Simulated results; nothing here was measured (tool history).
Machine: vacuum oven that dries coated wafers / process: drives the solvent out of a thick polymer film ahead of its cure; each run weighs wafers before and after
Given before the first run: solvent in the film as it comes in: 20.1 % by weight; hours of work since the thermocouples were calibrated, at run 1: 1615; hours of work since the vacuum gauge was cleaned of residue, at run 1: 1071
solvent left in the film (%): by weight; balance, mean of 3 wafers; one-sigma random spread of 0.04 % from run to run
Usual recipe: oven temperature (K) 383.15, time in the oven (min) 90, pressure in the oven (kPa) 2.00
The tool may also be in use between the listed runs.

run	day	oven temperature (K)	time in the oven (min)	pressure in the oven (kPa)	hours of work since the thermocouples were calibrated	hours of work since the vacuum gauge was cleaned of residue	solvent left in the film (%)
1	0.000	383.15	90	2.00	1615	1071	2.82
2	2.988	383.15	90	2.00	1652	1108	2.84
3	6.546	383.15	48	2.00	1696	1152	5.14
4	8.954	383.15	90	1.06	1725	1181	2.04
# day 10.183: oven's thermocouples calibrated
5	13.046	383.15	90	1.06	35	1230	2.22
6	17.625	383.15	90	2.00	91	1287	3.11
7	21.671	396.15	90	2.00	141	1336	1.50
8	25.000	383.15	90	2.00	182	1377	3.09
9	28.158	383.15	63	2.00	221	1416	4.31
10	31.850	383.15	63	2.00	266	1462	4.29
11	35.375	383.15	63	2.00	310	1505	4.26
12	39.662	383.15	63	2.00	362	1558	4.24
13	44.042	383.15	63	2.00	416	1611	4.36
14	48.296	383.15	90	2.00	468	1664	3.07
15	53.517	383.15	90	2.00	533	1728	3.06
16	56.425	383.15	90	3.87	568	1764	4.77
17	61.333	383.15	90	3.87	629	1824	4.75
18	65.062	374.15	90	2.00	674	1870	5.04
19	68.229	383.15	90	2.00	713	1909	3.02
20	73.696	383.15	90	2.00	780	1976	3.04
21	76.162	384.15	90	2.00	811	2006	2.96
22	78.800	384.15	90	2.00	843	2038	2.98
23	83.908	384.15	90	2.00	906	2101	2.95
24	86.617	390.15	90	2.00	939	2135	2.14
25	90.750	390.15	90	2.00	990	2185	2.18
26	93.096	379.15	90	3.21	1019	2214	5.09
27	95.892	383.15	52	2.00	1053	2249	5.13
28	100.454	383.15	52	2.00	1109	2305	5.20
# day 101.858: vacuum gauge cleaned of residue and calibrated
29	104.829	383.15	160	1.48	1162	37	2.12
30	109.792	383.15	69	6.25	1223	97	7.78
# day 111.662: vacuum gauge cleaned of residue and calibrated, once more
31	114.492	369.15	69	6.25	1280	35	11.81
32	119.279	387.15	69	5.78	1339	94	5.64
33	124.500	388.15	90	2.00	1403	158	2.04
34	129.667	377.15	106	1.12	1467	221	2.34
35	134.538	377.15	106	1.12	1527	281	2.26
36	139.775	387.15	90	2.00	1591	346	2.17
37	144.283	389.15	149	3.47	1646	401	2.64
38	147.879	378.15	49	6.24	1691	445	9.88
# day 151.929: oven's thermocouples calibrated
39	151.967	383.15	71	2.00	0	494	3.72
40	155.929	394.15	75	2.00	49	543	1.99
41	158.933	397.15	52	6.11	86	580	4.56
42	163.108	395.15	63	6.11	137	631	4.68
43	167.667	378.15	58	7.33	193	687	10.56
44	172.971	386.15	58	7.33	259	752	7.88
45	177.562	383.15	61	1.10	315	809	3.63
46	183.046	391.15	55	4.49	382	876	4.82

3 options for the next run, each taken on its own from the tool as it stands now. Forecast them:
A	188.533	391.15	55	1.54	450	944	?
B	188.533	385.15	90	2.00	450	944	?
C	188.533	376.15	55	4.49	450	944	?

run	solvent left in the film (%)
A	2.78
B	2.68
C	8.89
Stripped of hidden state, with their random variation kept, the same runs would have yielded:
run	solvent left in the film (%)
A	2.69
B	2.55
C	8.80
